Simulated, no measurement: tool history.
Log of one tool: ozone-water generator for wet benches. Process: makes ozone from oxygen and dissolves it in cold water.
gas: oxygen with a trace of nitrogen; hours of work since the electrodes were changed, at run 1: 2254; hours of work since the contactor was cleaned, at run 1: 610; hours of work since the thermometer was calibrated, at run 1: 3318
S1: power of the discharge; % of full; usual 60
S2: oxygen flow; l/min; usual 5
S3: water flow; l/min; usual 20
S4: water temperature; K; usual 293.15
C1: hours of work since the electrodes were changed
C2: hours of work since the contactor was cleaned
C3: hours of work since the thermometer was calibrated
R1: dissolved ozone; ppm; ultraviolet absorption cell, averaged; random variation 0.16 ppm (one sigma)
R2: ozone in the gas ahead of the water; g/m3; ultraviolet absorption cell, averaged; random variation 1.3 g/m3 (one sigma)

| run | day | S1 | S2 | S3 | S4 | C1 | C2 | C3 | R1 | R2 |
|---|---|---|---|---|---|---|---|---|---|---|
| 1 | 0 | 60 | 5 | 20 | 293.15 | 2254 | 610 | 3318 | 18.4 | 212.2 |
| 2 | 1.167 | 60 | 5 | 20 | 293.15 | 2279 | 635 | 3343 | 18.3 | 212 |
| 3 | 3.071 | 60 | 5 | 20 | 293.15 | 2321 | 677 | 3384 | 18 | 210.7 |
| 4 | 5.183 | 60 | 5 | 20 | 293.15 | 2367 | 723 | 3430 | 18.3 | 212.1 |
| 5 | 7.258 | 60 | 5 | 20 | 293.15 | 2412 | 768 | 3476 | 18.3 | 209.9 |
| 6 | 9.329 | 60 | 5 | 20 | 293.15 | 2457 | 813 | 3521 | 18.1 | 209.3 |
| 7 | 11.517 | 45 | 5 | 20 | 293.15 | 2505 | 861 | 3568 | 14.8 | 171 |
| 8 | 12.588 | 45 | 5 | 20 | 293.15 | 2528 | 884 | 3592 | 14.9 | 171 |
| 9 | 14.704 | 60 | 5 | 20 | 293.15 | 2574 | 930 | 3638 | 18.1 | 208.1 |
| 10 | 17.308 | 60 | 5 | 20 | 293.15 | 2631 | 987 | 3695 | 17.7 | 207 |
| 11 | 19.425 | 60 | 5 | 20 | 293.15 | 2677 | 1033 | 3741 | 18 | 208.7 |
|  | 19.592 | water thermometer calibrated |
| 12 | 21.633 | 60 | 5 | 20 | 293.15 | 2725 | 1081 | 45 | 17.6 | 205.8 |

The next listed run, before its measurement:
| 13 | 23.217 | 68 | 5 | 13 | 293.15 | 2759 | 1115 | 79 | ? | ? |

R1: 27.5 ppm
R2: 222.8 g/m3
Without the tool's hidden state the same run would have given R1 32.2 ppm, R2 257.1 g/m3.
